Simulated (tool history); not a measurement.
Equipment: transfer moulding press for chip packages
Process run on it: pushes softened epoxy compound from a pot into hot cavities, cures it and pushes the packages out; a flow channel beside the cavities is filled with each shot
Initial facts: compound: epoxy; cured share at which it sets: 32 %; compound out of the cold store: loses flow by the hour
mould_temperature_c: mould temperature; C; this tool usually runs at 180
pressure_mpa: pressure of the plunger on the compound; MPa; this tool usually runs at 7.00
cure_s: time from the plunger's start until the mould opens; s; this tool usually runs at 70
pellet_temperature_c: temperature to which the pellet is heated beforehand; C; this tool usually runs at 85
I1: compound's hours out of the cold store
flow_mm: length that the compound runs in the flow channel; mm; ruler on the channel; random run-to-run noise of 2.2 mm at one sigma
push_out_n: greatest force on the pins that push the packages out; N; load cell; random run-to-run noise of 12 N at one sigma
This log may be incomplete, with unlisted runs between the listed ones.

run 1 hour=0.0 | mould_temperature_c=180 pressure_mpa=7.00 cure_s=70 pellet_temperature_c=85 | I1=9.0 | flow_mm=616 push_out_n=1222
run 2 hour=18.6 | mould_temperature_c=180 pressure_mpa=7.00 cure_s=70 pellet_temperature_c=85 | I1=45.5 | flow_mm=505 push_out_n=1119
run 3 hour=28.1 | mould_temperature_c=180 pressure_mpa=7.00 cure_s=70 pellet_temperature_c=85 | I1=40.5 | flow_mm=520 push_out_n=1228
run 4 hour=52.1 | mould_temperature_c=177 pressure_mpa=7.00 cure_s=70 pellet_temperature_c=85 | I1=40.7 | flow_mm=540 push_out_n=748
run 5 hour=63.4 | mould_temperature_c=177 pressure_mpa=7.00 cure_s=70 pellet_temperature_c=85 | I1=9.2 | flow_mm=645 push_out_n=1146
run 6 hour=80.0 | mould_temperature_c=180 pressure_mpa=6.98 cure_s=70 pellet_temperature_c=85 | I1=36.9 | flow_mm=545 push_out_n=970
run 7 hour=89.7 | mould_temperature_c=180 pressure_mpa=7.00 cure_s=70 pellet_temperature_c=91 | I1=47.1 | flow_mm=513 push_out_n=977
run 8 hour=102.3 | mould_temperature_c=180 pressure_mpa=5.71 cure_s=70 pellet_temperature_c=85 | I1=39.2 | flow_mm=490 push_out_n=1100
run 9 hour=115.0 | mould_temperature_c=180 pressure_mpa=5.71 cure_s=70 pellet_temperature_c=85 | I1=36.3 | flow_mm=491 push_out_n=1183
run 10 hour=124.4 | mould_temperature_c=174 pressure_mpa=5.52 cure_s=91 pellet_temperature_c=84 | I1=10.3 | flow_mm=577 push_out_n=1099
run 11 hour=142.2 | mould_temperature_c=174 pressure_mpa=5.52 cure_s=91 pellet_temperature_c=84 | I1=10.1 | flow_mm=577 push_out_n=713
run 12 hour=157.8 | mould_temperature_c=174 pressure_mpa=5.52 cure_s=91 pellet_temperature_c=84 | I1=46.8 | flow_mm=468 push_out_n=775
run 13 hour=168.2 | mould_temperature_c=182 pressure_mpa=7.33 cure_s=94 pellet_temperature_c=85 | I1=28.3 | flow_mm=574 push_out_n=618
run 14 hour=186.3 | mould_temperature_c=172 pressure_mpa=6.74 cure_s=78 pellet_temperature_c=89 | I1=19.6 | flow_mm=601 push_out_n=1747
run 15 hour=201.8 | mould_temperature_c=175 pressure_mpa=7.00 cure_s=70 pellet_temperature_c=92 | I1=15.7 | flow_mm=620 push_out_n=1908
run 16 hour=219.1 | mould_temperature_c=183 pressure_mpa=5.85 cure_s=90 pellet_temperature_c=76 | I1=14.4 | flow_mm=553 push_out_n=455
run 17 hour=237.7 | mould_temperature_c=183 pressure_mpa=5.85 cure_s=90 pellet_temperature_c=76 | I1=15.1 | flow_mm=549 push_out_n=577
run 18 hour=252.1 | mould_temperature_c=183 pressure_mpa=5.85 cure_s=90 pellet_temperature_c=76 | I1=23.5 | flow_mm=523 push_out_n=617

Not shown here: 6 entries made in the log between runs. Locate each between two listed runs and compare the hidden state at the listed run before it with the hidden state at the listed run after it:
In the gap between runs 3 and 4: plunger's sealing rings changed (hour 49.3); cavities cleaned with cleaning compound and waxed (hour 51.9)
  true mould temperature over the reading, C: -0.66 -> -0.67; pressure that reaches the compound, % of what is set: 92.98 -> 99.8; grip of the stained cavities, % over clean ones': 96.5 -> 0.8
  measured less the result without the state, flow_mm: -18 -> +1 mm; push_out_n: +632 -> +42 N
In the gap between runs 10 and 11: cavities cleaned with cleaning compound and waxed (hour 130.7)
  true mould temperature over the reading, C: -0.72 -> -0.73; pressure that reaches the compound, % of what is set: 98.48 -> 98.19; grip of the stained cavities, % over clean ones': 100.7 -> 29.9
  measured less the result without the state, flow_mm: -2 -> -3 mm; push_out_n: +583 -> +194 N
In the gap between runs 13 and 14: mould's thermocouples calibrated (hour 171.7)
  true mould temperature over the reading, C: -0.74 -> -1.16; pressure that reaches the compound, % of what is set: 97.7 -> 97.41; grip of the stained cavities, % over clean ones': 72.3 -> 89.5
  measured less the result without the state, flow_mm: -5 -> -5 mm; push_out_n: +264 -> +904 N
In the gap between runs 15 and 16: cavities cleaned with cleaning compound and waxed (hour 211.6)
  true mould temperature over the reading, C: -1.17 -> -1.18; pressure that reaches the compound, % of what is set: 97.08 -> 96.79; grip of the stained cavities, % over clean ones': 100.2 -> 23.6
  measured less the result without the state, flow_mm: -6 -> -7 mm; push_out_n: +1033 -> +96 N
In the gap between runs 17 and 18: mould's thermocouples calibrated, once more (hour 248.7)
  true mould temperature over the reading, C: -1.19 -> 0.13; pressure that reaches the compound, % of what is set: 96.46 -> 96.22; grip of the stained cavities, % over clean ones': 59.9 -> 76.3
  measured less the result without the state, flow_mm: -7 -> -10 mm; push_out_n: +226 -> +266 N
